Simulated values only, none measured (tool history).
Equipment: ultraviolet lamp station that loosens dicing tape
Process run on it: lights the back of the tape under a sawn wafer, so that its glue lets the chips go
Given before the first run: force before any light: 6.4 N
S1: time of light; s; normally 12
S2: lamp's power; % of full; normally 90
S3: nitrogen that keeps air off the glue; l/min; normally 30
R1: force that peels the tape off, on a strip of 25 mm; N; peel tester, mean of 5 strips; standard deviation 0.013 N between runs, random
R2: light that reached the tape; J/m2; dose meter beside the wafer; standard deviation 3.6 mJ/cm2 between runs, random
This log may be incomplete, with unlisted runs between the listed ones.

Run 1, hour 0: usual settings. Result: R1 0.721 N, R2 5390 J/m2.
Run 2, hour 13.1: usual settings. Result: R1 0.689 N, R2 5430 J/m2.
Run 3, hour 26.9: usual settings. Result: R1 0.683 N, R2 5340 J/m2.
Run 4, hour 44: usual settings but S2 99 % of full. Result: R1 0.587 N, R2 5900 J/m2.
Run 5, hour 56.4: usual settings. Result: R1 0.712 N, R2 5320 J/m2.
Run 6, hour 64.5: usual settings but S1 19 s. Result: R1 0.32 N, R2 8460 J/m2.
Run 7, hour 76.7: usual settings but S1 21 s. Result: R1 0.278 N, R2 9350 J/m2.
Run 8, hour 86.5: usual settings but S1 19 s. Result: R1 0.316 N, R2 8420 J/m2.
Run 9, hour 99.3: usual settings. Result: R1 0.752 N, R2 5280 J/m2.
Run 10, hour 109.3: usual settings. Result: R1 0.716 N, R2 5300 J/m2.
Run 11, hour 118.8: usual settings but S2 96 % of full. Result: R1 0.642 N, R2 5550 J/m2.
Run 12, hour 130.6: usual settings but S2 96 % of full. Result: R1 0.616 N, R2 5650 J/m2.
Run 13, hour 141.8: usual settings but S1 16 s, S2 67 % of full, S3 11 l/min. Result: R1 1.558 N, R2 5250 J/m2.
Run 14, hour 160.3: usual settings but S2 87 % of full, S3 11 l/min. Result: R1 1.556 N, R2 5070 J/m2.
Run 15, hour 169.1: usual settings but S2 95 % of full, S3 16 l/min. Result: R1 1.101 N, R2 5510 J/m2.
Run 16, hour 181.9: usual settings but S2 95 % of full, S3 16 l/min. Result: R1 1.059 N, R2 5480 J/m2.
Run 17, hour 195.4: usual settings but S2 95 % of full, S3 16 l/min. Result: R1 1.124 N, R2 5480 J/m2.
Run 18, hour 211.6: usual settings but S1 18 s, S2 69 % of full, S3 14 l/min. Result: R1 1.041 N, R2 5910 J/m2.
Run 19, hour 230.5: usual settings but S1 8 s, S3 11 l/min. Result: R1 2.52 N, R2 3440 J/m2.

Each row is a separate what-if for the run after 19, all from the same tool condition, not one after another. Results?
Run A, hour 244.6: usual settings but S1 8 s, S3 12 l/min. Result: R1 ?, R2 ?.
Run B, hour 244.6: usual settings but S1 13 s, S2 66 % of full, S3 11 l/min. Result: R1 ?, R2 ?.
Run C, hour 244.6: usual settings but S1 8 s, S2 75 % of full, S3 20 l/min. Result: R1 ?, R2 ?.
Run D, hour 244.6: usual settings but S1 16 s, S2 81 % of full, S3 17 l/min. Result: R1 ?, R2 ?.

run     R1    R2
  A  2.355  3410
  B  1.918  4110
  C  2.277  2860
  D   0.87  6130
What these runs would have given with no unlogged condition in the tool:
run     R1    R2
  A  2.031  3940
  B  1.623  4730
  C   1.95  3300
  D  0.674  7070
